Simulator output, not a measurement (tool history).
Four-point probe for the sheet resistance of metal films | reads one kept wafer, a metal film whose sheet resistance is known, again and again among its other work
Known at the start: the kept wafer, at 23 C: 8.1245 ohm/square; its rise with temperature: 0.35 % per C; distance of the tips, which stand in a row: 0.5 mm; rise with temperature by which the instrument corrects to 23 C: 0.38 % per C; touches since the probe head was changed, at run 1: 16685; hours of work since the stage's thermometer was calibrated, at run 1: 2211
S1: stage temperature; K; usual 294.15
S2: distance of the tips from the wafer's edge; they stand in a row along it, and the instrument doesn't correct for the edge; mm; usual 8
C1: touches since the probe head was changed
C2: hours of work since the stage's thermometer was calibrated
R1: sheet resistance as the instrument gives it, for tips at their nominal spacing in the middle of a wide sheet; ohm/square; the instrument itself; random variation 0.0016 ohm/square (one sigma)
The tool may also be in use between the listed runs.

run   hour      S1  S2     C1    C2        R1
  1      0  294.15   8  16685  2211   8.12285
  2   22.1  294.15   8  17253  2225   8.12249
  3   39.8  299.15   8  17707  2236  8.107655
  4   58.2  299.15   8  18179  2247  8.110771
  5   78.7  299.15   8  18705  2260  8.111095
  6   89.5  299.15   8  18983  2267   8.10557
  7  101.9  294.15   8  19301  2275  8.121811
  8    114  294.15   8  19611  2282  8.120022
  9  131.9  294.15   8  20071  2293  8.120271
 10  148.9  294.15   8  20506  2304  8.118121
 11  169.8  294.15   8  21043  2317  8.119861
 12  189.3  294.15   8  21543  2329  8.118095
 13  205.7  294.15   8  21965  2339  8.117899
 14  226.4  291.15   8  22495  2352  8.127636
 15  248.1  291.15   8  23052  2366  8.125652
 16    268  294.15  14  23561  2378   8.10672
 17  284.7  294.15  14  23991  2389  8.108039
 18  304.1  294.15  14  24490  2401  8.103131
 19  318.2  300.15   6  24850  2410  8.110625
 20  336.6  298.15   8  25322  2421  8.105737
 21  360.1  300.15  10  25925  2436  8.092193
 22  378.6  293.15   5  26399  2447  8.142624
 23  396.4  303.15   8  26858  2458  8.090441
     407.8  -- stage's thermometer calibrated
 24  416.1  303.15   8  27351     5  8.113453
 25  438.8  303.15   8  27933    19  8.112962
 26    453  292.15   8  28296    28  8.142089
 27  475.2  299.15  14  28866    42  8.108889
 28  491.7  302.15  19  29290    52  8.099633
 29  515.6  301.15   6  29904    67  8.128025
 30  538.5  306.15   8  30491    82  8.103287
 31  553.6  294.15  13  30879    91  8.123513
 32  571.7  297.15  13  31344   102  8.115582
 33  590.5  298.15  35  31824   114  8.107663
 34  602.2  298.15  35  32125   121  8.104802
 35  621.4  294.15   6  32618   133  8.149718
 36  639.9  306.15  71  33094   145  8.082552

Forecast each of these 3 alternatives for the next run:
  A  655.2  304.15   3  33486  154   ?
  B  655.2  303.15   8  33486  154   ?
  C  655.2  303.15  44  33486  154   ?

run        R1
  A  8.208054
  B  8.110539
  C  8.089183
Without the tool's hidden state the same runs would have given:
run        R1
  A  8.223314
  B   8.12563
  C  8.104237
